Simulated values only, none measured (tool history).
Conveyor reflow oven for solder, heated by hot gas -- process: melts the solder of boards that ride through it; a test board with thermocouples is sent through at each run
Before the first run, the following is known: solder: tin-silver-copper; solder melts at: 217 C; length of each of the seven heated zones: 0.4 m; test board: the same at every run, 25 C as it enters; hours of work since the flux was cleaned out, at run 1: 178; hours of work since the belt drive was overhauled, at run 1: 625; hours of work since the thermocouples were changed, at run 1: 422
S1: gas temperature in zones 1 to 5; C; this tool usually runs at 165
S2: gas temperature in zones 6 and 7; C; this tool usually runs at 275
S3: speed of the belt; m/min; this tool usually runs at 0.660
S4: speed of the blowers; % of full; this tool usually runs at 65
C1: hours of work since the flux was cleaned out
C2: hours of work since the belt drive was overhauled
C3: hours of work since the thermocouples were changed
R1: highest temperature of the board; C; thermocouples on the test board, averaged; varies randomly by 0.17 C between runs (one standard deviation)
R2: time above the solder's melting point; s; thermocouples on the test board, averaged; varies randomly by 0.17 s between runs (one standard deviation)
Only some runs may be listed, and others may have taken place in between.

run	hour	S1	S2	S3	S4	C1	C2	C3	R1	R2
1	0.0	165	275	0.660	65	178	625	422	248.3	46.7
2	10.8	165	275	0.660	65	185	631	429	248.4	46.9
3	23.1	165	275	0.535	65	192	639	437	256.8	67.3
4	34.0	165	275	0.660	65	199	646	444	248.1	46.6
5	45.8	165	275	0.660	65	207	653	451	248.2	46.5
6	57.5	165	275	0.660	65	214	661	459	247.8	46.6
7	71.7	165	275	0.660	65	223	670	467	247.9	46.4
8	83.8	176	275	0.660	65	231	677	475	250.5	51.7
9	98.8	176	275	0.660	65	240	687	485	250.6	52.0
10	120.2	176	275	0.660	65	254	700	498	250.3	51.8
# hour 130.1: flux residue cleaned out of gas plates and filters
11	147.6	176	275	0.778	65	11	715	512	247.3	40.8
12	159.1	165	275	0.778	65	18	722	519	243.7	35.2
13	171.9	165	271	0.660	59	26	730	528	246.3	45.5
# hour 187.0: thermocouples of zones 6 and 7 changed
14	194.1	165	271	0.660	59	39	743	4	245.1	44.7
15	207.3	165	271	0.660	59	47	751	13	245.2	44.5
16	225.1	152	265	0.660	59	59	762	24	237.2	33.0
# hour 230.8: belt drive overhauled, speed set with a stopwatch
17	242.2	152	265	0.660	59	67	7	32	237.4	33.0
18	263.3	157	270	0.660	65	80	20	46	243.9	41.4
19	286.0	177	284	0.739	50	95	35	60	250.3	45.5
20	308.8	165	275	0.546	65	109	49	74	257.2	66.3
# hour 327.2: belt drive overhauled, speed set with a stopwatch, once more
21	332.1	165	282	0.546	65	121	3	87	262.4	69.1
22	356.6	163	282	0.596	69	137	19	102	259.0	60.8
23	380.1	159	275	0.660	61	151	33	117	246.0	42.7
24	397.0	159	275	0.660	61	162	44	127	245.7	42.6

Forecast each of these 3 alternatives for the next run:
A	407.5	159	275	0.660	54	169	51	134	?	?
B	407.5	159	275	0.644	61	169	51	134	?	?
C	407.5	178	275	0.660	67	169	51	134	?	?

run	R1	R2
A	243.6	40.0
B	246.8	44.6
C	251.6	53.3
Had the tool no hidden state, the same runs would have come out as:
run	R1	R2
A	245.6	42.2
B	248.8	46.7
C	253.4	54.9
